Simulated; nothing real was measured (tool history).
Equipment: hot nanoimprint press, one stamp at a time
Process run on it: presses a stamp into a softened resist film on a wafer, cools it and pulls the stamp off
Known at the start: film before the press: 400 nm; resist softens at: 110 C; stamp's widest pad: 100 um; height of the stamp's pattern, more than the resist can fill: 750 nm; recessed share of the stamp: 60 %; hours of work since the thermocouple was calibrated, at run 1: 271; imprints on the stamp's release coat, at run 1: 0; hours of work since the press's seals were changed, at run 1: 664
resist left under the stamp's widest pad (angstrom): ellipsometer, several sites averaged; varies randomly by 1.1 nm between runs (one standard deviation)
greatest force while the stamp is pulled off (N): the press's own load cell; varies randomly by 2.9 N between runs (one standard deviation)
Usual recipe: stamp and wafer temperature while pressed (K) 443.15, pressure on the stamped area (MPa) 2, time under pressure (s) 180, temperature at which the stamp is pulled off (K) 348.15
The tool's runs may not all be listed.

run   hour  stamp and wafer temperature while pressed (K)  pressure on the stamped area (MPa)  time under pressure (s)  temperature at which the stamp is pulled off (K)  hours of work since the thermocouple was calibrated  imprints on the stamp's release coat  hours of work since the press's seals were changed  resist left under the stamp's widest pad (angstrom)  greatest force while the stamp is pulled off (N)
  1      0                                         443.15                                   2                      180                                            348.15                                                  271                                     0                                                 664                                                 1575                                               139
  2   81.8                                         443.15                                   2                      180                                            348.15                                                  334                                   319                                                 728                                                 1554                                               145
  3  117.9                                         443.15                                   2                      180                                            348.15                                                  362                                   460                                                 755                                                 1564                                               144
  4  167.6                                         443.15                                   2                      180                                            348.15                                                  400                                   654                                                 794                                                 1568                                               145
     242.1  -- press's hydraulic seals changed and the load cell set to zero
  5  244.9                                         443.15                                2.62                      180                                            348.15                                                  454                                   925                                                   2                                                 1325                                               155
     307.1  -- plate thermocouple calibrated
  6  307.1                                         443.15                                2.62                      180                                            339.15                                                    0                                  1156                                                  48                                                 1383                                               174
  7  346.4                                         443.15                                2.62                      180                                            339.15                                                   30                                  1310                                                  78                                                 1409                                               179
  8  420.7                                         443.15                                2.62                      180                                            339.15                                                   88                                  1599                                                 136                                                 1365                                               194
  9  471.7                                         443.15                                2.62                      180                                            339.15                                                  127                                  1799                                                 175                                                 1362                                               196
 10  551.7                                         443.15                                   2                      180                                            347.15                                                  189                                  2111                                                 237                                                 1533                                               180
 11  591.5                                         433.15                                1.53                      180                                            347.15                                                  220                                  2266                                                 268                                                 2550                                               188
       620  -- stamp cleaned and given a new release coat
 12  669.7                                         443.15                                1.26                      180                                            348.15                                                  276                                   194                                                 323                                                 1899                                               140
 13  749.1                                         443.15                                1.74                      289                                            348.15                                                  337                                   504                                                 385                                                 1352                                               143
 14  806.9                                         447.15                                2.57                      180                                            338.15                                                  382                                   730                                                 430                                                 1152                                               171

What does the tool deliver on the next run?
 15  866.1                                         447.15                                2.57                      180                                            338.15                                                  427                                   960                                                 475                                                    ?                                                 ?

{"run 15": {"resist left under the stamp's widest pad (angstrom)": 1134, "greatest force while the stamp is pulled off (N)": 180}}
Had the tool carried no hidden state, the very same run would have given resist left under the stamp's widest pad (angstrom) 1173, greatest force while the stamp is pulled off (N) 160.
